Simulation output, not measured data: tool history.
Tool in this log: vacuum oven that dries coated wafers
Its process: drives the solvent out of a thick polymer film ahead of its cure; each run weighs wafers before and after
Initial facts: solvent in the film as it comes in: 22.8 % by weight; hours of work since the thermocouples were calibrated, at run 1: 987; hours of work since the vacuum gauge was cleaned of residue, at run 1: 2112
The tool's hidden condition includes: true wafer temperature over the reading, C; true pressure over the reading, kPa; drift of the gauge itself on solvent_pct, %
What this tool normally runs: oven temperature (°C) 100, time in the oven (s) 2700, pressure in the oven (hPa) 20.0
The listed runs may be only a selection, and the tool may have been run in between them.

run,hour,oven temperature (°C),time in the oven (s),pressure in the oven (hPa),hours of work since the thermocouples were calibrated,hours of work since the vacuum gauge was cleaned of residue,solvent left in the film (%)
1,0.0,100,2700,20.0,987,2112,1.43
# hour 6.9: oven's thermocouples calibrated
2,72.7,100,2700,20.0,46,2161,1.36
3,118.6,100,2700,20.0,78,2193,1.36
# hour 125.6: oven's thermocouples calibrated, once more
4,187.2,94,2700,20.0,43,2240,2.51
5,243.5,94,2700,20.0,82,2279,2.52
6,301.3,93,2700,20.0,122,2319,2.75
7,357.2,100,2700,20.0,161,2358,1.48
8,411.9,100,2700,20.0,199,2396,1.46
9,490.5,100,2700,18.7,254,2451,1.40
10,567.8,100,2700,18.7,308,2504,1.40
11,645.9,100,2700,16.5,362,2559,1.30
12,705.9,100,2700,16.5,404,2600,1.29
13,758.0,110,3300,34.1,440,2637,1.07
14,800.2,100,2880,43.9,469,2666,2.24
15,849.0,100,3120,24.6,503,2700,1.37
16,913.7,111,1500,24.6,548,2745,1.37
17,955.5,100,1920,20.0,577,2774,2.36
18,1019.1,98,2700,20.0,622,2818,1.68
19,1074.5,109,3060,15.1,660,2857,0.55
20,1146.5,90,2700,66.2,710,2907,5.73
# hour 1209.6: vacuum gauge cleaned of residue and calibrated
21,1218.4,94,2100,33.7,759,6,3.82
22,1288.8,94,2100,33.7,808,55,3.80
23,1329.7,96,4740,70.3,837,84,3.22
24,1380.4,96,4740,70.3,872,119,3.23

What if the next run were any one of these 4? Each begins from the tool's condition after run 24:
A,1433.2,100,2040,12.0,909,156,?
B,1433.2,100,3780,20.0,909,156,?
C,1433.2,100,2460,20.0,909,156,?
D,1433.2,100,2580,17.2,909,156,?

run,solvent left in the film (%)
A,1.66
B,0.88
C,1.45
D,1.24
With no hidden state in the tool, these same runs would have given:
run,solvent left in the film (%)
A,1.91
B,0.95
C,1.64
D,1.41

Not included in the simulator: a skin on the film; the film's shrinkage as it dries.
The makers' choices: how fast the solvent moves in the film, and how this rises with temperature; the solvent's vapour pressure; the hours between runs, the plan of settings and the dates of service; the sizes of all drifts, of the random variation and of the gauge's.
